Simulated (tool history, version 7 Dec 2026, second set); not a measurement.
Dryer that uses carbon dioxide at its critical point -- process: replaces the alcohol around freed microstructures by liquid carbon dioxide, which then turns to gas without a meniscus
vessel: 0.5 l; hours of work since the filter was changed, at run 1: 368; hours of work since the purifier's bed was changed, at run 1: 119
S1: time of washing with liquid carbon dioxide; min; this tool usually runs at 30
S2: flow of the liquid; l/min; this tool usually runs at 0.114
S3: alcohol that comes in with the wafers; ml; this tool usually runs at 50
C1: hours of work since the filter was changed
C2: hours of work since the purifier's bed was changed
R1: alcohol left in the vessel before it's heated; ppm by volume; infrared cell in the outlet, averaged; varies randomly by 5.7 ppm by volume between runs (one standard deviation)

{"run": 1, "hour": 0.0, "S1": 30, "S2": 0.114, "S3": 50, "C1": 368, "C2": 119, "R1": 460}
{"run": 2, "hour": 14.6, "S1": 30, "S2": 0.114, "S3": 50, "C1": 375, "C2": 127, "R1": 457}
{"run": 3, "hour": 22.5, "S1": 30, "S2": 0.152, "S3": 50, "C1": 379, "C2": 131, "R1": 80}
{"run": 4, "hour": 30.4, "S1": 30, "S2": 0.152, "S3": 50, "C1": 383, "C2": 135, "R1": 86}
{"run": 5, "hour": 41.8, "S1": 30, "S2": 0.155, "S3": 50, "C1": 389, "C2": 140, "R1": 85}
{"run": 6, "hour": 51.1, "S1": 30, "S2": 0.114, "S3": 108, "C1": 394, "C2": 145, "R1": 975}
{"run": 7, "hour": 59.2, "S1": 30, "S2": 0.114, "S3": 50, "C1": 398, "C2": 149, "R1": 478}
{"run": 8, "hour": 74.0, "S1": 30, "S2": 0.114, "S3": 50, "C1": 405, "C2": 157, "R1": 475}
{"run": 9, "hour": 91.6, "S1": 30, "S2": 0.114, "S3": 50, "C1": 414, "C2": 166, "R1": 486}
{"run": 10, "hour": 99.7, "S1": 30, "S2": 0.114, "S3": 50, "C1": 418, "C2": 170, "R1": 492}
{"run": 11, "hour": 109.8, "S1": 30, "S2": 0.114, "S3": 44, "C1": 423, "C2": 175, "R1": 444}
{"run": 12, "hour": 120.7, "S1": 43, "S2": 0.114, "S3": 50, "C1": 429, "C2": 180, "R1": 71}
{"run": 13, "hour": 138.3, "S1": 43, "S2": 0.114, "S3": 50, "C1": 438, "C2": 189, "R1": 78}
{"run": 14, "hour": 156.6, "S1": 25, "S2": 0.114, "S3": 50, "C1": 447, "C2": 198, "R1": 1238}
{"run": 15, "hour": 165.6, "S1": 25, "S2": 0.114, "S3": 50, "C1": 452, "C2": 203, "R1": 1255}
{"run": 16, "hour": 180.9, "S1": 25, "S2": 0.114, "S3": 50, "C1": 459, "C2": 211, "R1": 1222}
{"run": 17, "hour": 196.4, "S1": 25, "S2": 0.114, "S3": 50, "C1": 467, "C2": 219, "R1": 1311}
{"run": 18, "hour": 209.7, "S1": 25, "S2": 0.114, "S3": 50, "C1": 474, "C2": 225, "R1": 1334}
{"run": 19, "hour": 222.5, "S1": 25, "S2": 0.114, "S3": 50, "C1": 480, "C2": 232, "R1": 1292}
{"run": 20, "hour": 239.6, "S1": 25, "S2": 0.114, "S3": 50, "C1": 489, "C2": 240, "R1": 1342}
{"run": 21, "hour": 255.2, "S1": 23, "S2": 0.114, "S3": 50, "C1": 497, "C2": 248, "R1": 1928}
{"run": 22, "hour": 274.0, "S1": 44, "S2": 0.114, "S3": 50, "C1": 507, "C2": 258, "R1": 89}
{"hour": 287.9, "done": "inlet filter changed"}
{"run": 23, "hour": 287.9, "S1": 30, "S2": 0.114, "S3": 50, "C1": 0, "C2": 264, "R1": 228}
{"run": 24, "hour": 304.8, "S1": 30, "S2": 0.114, "S3": 50, "C1": 9, "C2": 273, "R1": 234}
{"run": 25, "hour": 321.6, "S1": 34, "S2": 0.114, "S3": 80, "C1": 17, "C2": 281, "R1": 189}
{"run": 26, "hour": 333.5, "S1": 19, "S2": 0.109, "S3": 94, "C1": 23, "C2": 287, "R1": 4435}
{"run": 27, "hour": 342.0, "S1": 28, "S2": 0.114, "S3": 57, "C1": 27, "C2": 292, "R1": 390}
{"run": 28, "hour": 356.6, "S1": 30, "S2": 0.114, "S3": 88, "C1": 35, "C2": 299, "R1": 397}
{"run": 29, "hour": 368.1, "S1": 30, "S2": 0.114, "S3": 88, "C1": 41, "C2": 305, "R1": 399}
{"run": 30, "hour": 377.6, "S1": 30, "S2": 0.114, "S3": 88, "C1": 45, "C2": 310, "R1": 416}
{"run": 31, "hour": 387.2, "S1": 39, "S2": 0.114, "S3": 88, "C1": 50, "C2": 315, "R1": 109}
{"run": 32, "hour": 395.9, "S1": 44, "S2": 0.114, "S3": 88, "C1": 55, "C2": 319, "R1": 73}
{"run": 33, "hour": 408.3, "S1": 30, "S2": 0.165, "S3": 29, "C1": 61, "C2": 325, "R1": 57}
{"run": 34, "hour": 424.7, "S1": 30, "S2": 0.165, "S3": 29, "C1": 69, "C2": 334, "R1": 57}
{"run": 35, "hour": 443.4, "S1": 39, "S2": 0.07, "S3": 68, "C1": 79, "C2": 343, "R1": 1332}
{"run": 36, "hour": 459.4, "S1": 39, "S2": 0.07, "S3": 68, "C1": 87, "C2": 351, "R1": 1330}
{"run": 37, "hour": 471.4, "S1": 31, "S2": 0.101, "S3": 22, "C1": 93, "C2": 357, "R1": 238}
{"run": 38, "hour": 483.8, "S1": 36, "S2": 0.101, "S3": 22, "C1": 99, "C2": 363, "R1": 130}
{"run": 39, "hour": 501.7, "S1": 36, "S2": 0.101, "S3": 22, "C1": 108, "C2": 372, "R1": 139}
{"run": 40, "hour": 518.4, "S1": 36, "S2": 0.101, "S3": 22, "C1": 117, "C2": 381, "R1": 140}
{"run": 41, "hour": 526.2, "S1": 36, "S2": 0.101, "S3": 22, "C1": 120, "C2": 385, "R1": 138}
{"run": 42, "hour": 540.8, "S1": 36, "S2": 0.101, "S3": 22, "C1": 128, "C2": 392, "R1": 146}
{"run": 43, "hour": 559.5, "S1": 36, "S2": 0.101, "S3": 39, "C1": 137, "C2": 402, "R1": 208}
{"run": 44, "hour": 569.6, "S1": 36, "S2": 0.101, "S3": 39, "C1": 142, "C2": 407, "R1": 199}
{"run": 45, "hour": 580.6, "S1": 36, "S2": 0.118, "S3": 20, "C1": 148, "C2": 412, "R1": 93}
{"run": 46, "hour": 591.5, "S1": 24, "S2": 0.118, "S3": 20, "C1": 153, "C2": 418, "R1": 348}
{"run": 47, "hour": 605.3, "S1": 24, "S2": 0.118, "S3": 20, "C1": 160, "C2": 425, "R1": 360}
{"run": 48, "hour": 621.0, "S1": 36, "S2": 0.193, "S3": 80, "C1": 168, "C2": 433, "R1": 70}

Forecast each of these 3 alternatives for the next run:
{"run": "A", "hour": 637.2, "S1": 26, "S2": 0.136, "S3": 62, "C1": 177, "C2": 441, "R1": "?"}
{"run": "B", "hour": 637.2, "S1": 21, "S2": 0.152, "S3": 91, "C1": 177, "C2": 441, "R1": "?"}
{"run": "C", "hour": 637.2, "S1": 30, "S2": 0.114, "S3": 67, "C1": 177, "C2": 441, "R1": "?"}

run=A R1=330
run=B R1=716
run=C R1=445
The same runs, with their run-to-run variation unchanged, on a tool lacking any hidden condition would have given:
run=A R1=176
run=B R1=445
run=C R1=256

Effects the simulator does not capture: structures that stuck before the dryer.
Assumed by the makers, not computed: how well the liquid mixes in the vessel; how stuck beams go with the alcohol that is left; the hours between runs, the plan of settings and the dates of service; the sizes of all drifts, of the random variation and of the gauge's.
